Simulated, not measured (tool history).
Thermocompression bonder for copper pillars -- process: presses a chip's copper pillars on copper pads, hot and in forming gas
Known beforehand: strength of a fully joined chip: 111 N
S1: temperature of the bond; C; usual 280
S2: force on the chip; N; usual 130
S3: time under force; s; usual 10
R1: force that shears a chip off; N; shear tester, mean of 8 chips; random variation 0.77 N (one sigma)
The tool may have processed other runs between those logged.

Run 1, hour 0.0: usual settings. Result: R1 77.9 N.
Run 2, hour 11.4: usual settings. Result: R1 77.8 N.
Run 3, hour 23.0: usual settings. Result: R1 77.5 N.
Run 4, hour 32.3: usual settings but S3 24 s. Result: R1 92.1 N.
Run 5, hour 41.8: usual settings but S2 92 N. Result: R1 60.8 N.
Run 6, hour 55.7: usual settings but S3 7 s. Result: R1 69.9 N.
Run 7, hour 68.7: usual settings but S3 7 s. Result: R1 69.5 N.
Run 8, hour 82.2: usual settings but S3 17 s. Result: R1 86.3 N.
Run 9, hour 91.5: usual settings but S3 17 s. Result: R1 85.8 N.
Run 10, hour 103.6: usual settings but S1 285 C. Result: R1 80.4 N.
Run 11, hour 120.1: usual settings but S1 267 C. Result: R1 69.5 N.
Run 12, hour 131.3: usual settings but S1 267 C, S2 167 N. Result: R1 81.2 N.
Run 13, hour 142.1: usual settings but S1 259 C. Result: R1 63.8 N.
Run 14, hour 155.7: usual settings. Result: R1 75.9 N.
Run 15, hour 168.0: usual settings. Result: R1 76.1 N.
At hour 176.8: forming gas filter changed.
Run 16, hour 182.6: usual settings. Result: R1 80.2 N.
Run 17, hour 200.9: usual settings. Result: R1 80.6 N.
Run 18, hour 217.9: usual settings. Result: R1 81.1 N.
Run 19, hour 227.7: usual settings but S2 176 N. Result: R1 93.2 N.
Run 20, hour 238.4: usual settings but S1 262 C, S2 85 N, S3 15 s. Result: R1 58.4 N.
Run 21, hour 250.6: usual settings but S1 262 C, S2 85 N, S3 15 s. Result: R1 57.0 N.
Run 22, hour 258.9: usual settings but S1 295 C, S3 6 s. Result: R1 76.5 N.
Run 23, hour 269.7: usual settings but S1 302 C, S3 16 s. Result: R1 95.7 N.
Run 24, hour 284.0: usual settings but S2 122 N, S3 26 s. Result: R1 92.0 N.
Run 25, hour 291.6: usual settings but S2 122 N, S3 26 s. Result: R1 92.2 N.

Run 26 is up next; what results do you expect?
Run 26, hour 306.3: usual settings but S2 122 N, S3 26 s. Result: R1 ?.

R1: 92.7 N
Had the tool carried no hidden state, the very same run would have given R1 92.5 N.
